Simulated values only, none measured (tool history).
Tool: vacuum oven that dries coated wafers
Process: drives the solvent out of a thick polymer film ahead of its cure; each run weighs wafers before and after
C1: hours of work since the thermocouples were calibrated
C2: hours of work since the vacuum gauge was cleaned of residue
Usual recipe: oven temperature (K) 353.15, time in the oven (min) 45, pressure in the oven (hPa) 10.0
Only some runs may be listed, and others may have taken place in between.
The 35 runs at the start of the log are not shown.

{"run": 36, "hour": 593.3, "oven temperature (K)": 349.15, "time in the oven (min)": 46, "pressure in the oven (hPa)": 5.5, "C1": 672, "C2": 369, "solvent left in the film (%)": 1.83}
{"run": 37, "hour": 617.2, "oven temperature (K)": 349.15, "time in the oven (min)": 46, "pressure in the oven (hPa)": 5.5, "C1": 683, "C2": 379, "solvent left in the film (%)": 1.83}
{"run": 38, "hour": 630.6, "oven temperature (K)": 353.15, "time in the oven (min)": 60, "pressure in the oven (hPa)": 10.0, "C1": 688, "C2": 385, "solvent left in the film (%)": 0.85}
{"run": 39, "hour": 648.8, "oven temperature (K)": 353.15, "time in the oven (min)": 60, "pressure in the oven (hPa)": 10.0, "C1": 696, "C2": 392, "solvent left in the film (%)": 0.82}
{"run": 40, "hour": 670.7, "oven temperature (K)": 340.15, "time in the oven (min)": 60, "pressure in the oven (hPa)": 10.0, "C1": 705, "C2": 402, "solvent left in the film (%)": 3.37}
{"run": 41, "hour": 689.7, "oven temperature (K)": 340.15, "time in the oven (min)": 58, "pressure in the oven (hPa)": 21.4, "C1": 713, "C2": 410, "solvent left in the film (%)": 4.39}
{"run": 42, "hour": 706.7, "oven temperature (K)": 340.15, "time in the oven (min)": 58, "pressure in the oven (hPa)": 21.4, "C1": 720, "C2": 417, "solvent left in the film (%)": 4.37}
{"run": 43, "hour": 726.9, "oven temperature (K)": 340.15, "time in the oven (min)": 58, "pressure in the oven (hPa)": 21.4, "C1": 729, "C2": 425, "solvent left in the film (%)": 4.39}
{"run": 44, "hour": 738.5, "oven temperature (K)": 362.15, "time in the oven (min)": 45, "pressure in the oven (hPa)": 17.5, "C1": 734, "C2": 430, "solvent left in the film (%)": 0.78}
{"run": 45, "hour": 754.2, "oven temperature (K)": 362.15, "time in the oven (min)": 45, "pressure in the oven (hPa)": 17.5, "C1": 741, "C2": 437, "solvent left in the film (%)": 0.76}
{"run": 46, "hour": 777.8, "oven temperature (K)": 351.15, "time in the oven (min)": 58, "pressure in the oven (hPa)": 31.9, "C1": 751, "C2": 447, "solvent left in the film (%)": 2.27}

Forecast each of these 3 alternatives for the next run:
{"run": "A", "hour": 791.1, "oven temperature (K)": 338.15, "time in the oven (min)": 73, "pressure in the oven (hPa)": 20.5, "C1": 756, "C2": 453, "solvent left in the film (%)": "?"}
{"run": "B", "hour": 791.1, "oven temperature (K)": 363.15, "time in the oven (min)": 32, "pressure in the oven (hPa)": 10.0, "C1": 756, "C2": 453, "solvent left in the film (%)": "?"}
{"run": "C", "hour": 791.1, "oven temperature (K)": 351.15, "time in the oven (min)": 78, "pressure in the oven (hPa)": 23.8, "C1": 756, "C2": 453, "solvent left in the film (%)": "?"}

run=A solvent_left_in_the_film_(%)=3.97
run=B solvent_left_in_the_film_(%)=0.82
run=C solvent_left_in_the_film_(%)=1.46
Without the tool's hidden state the same runs would have given:
run=A solvent_left_in_the_film_(%)=3.98
run=B solvent_left_in_the_film_(%)=0.82
run=C solvent_left_in_the_film_(%)=1.47
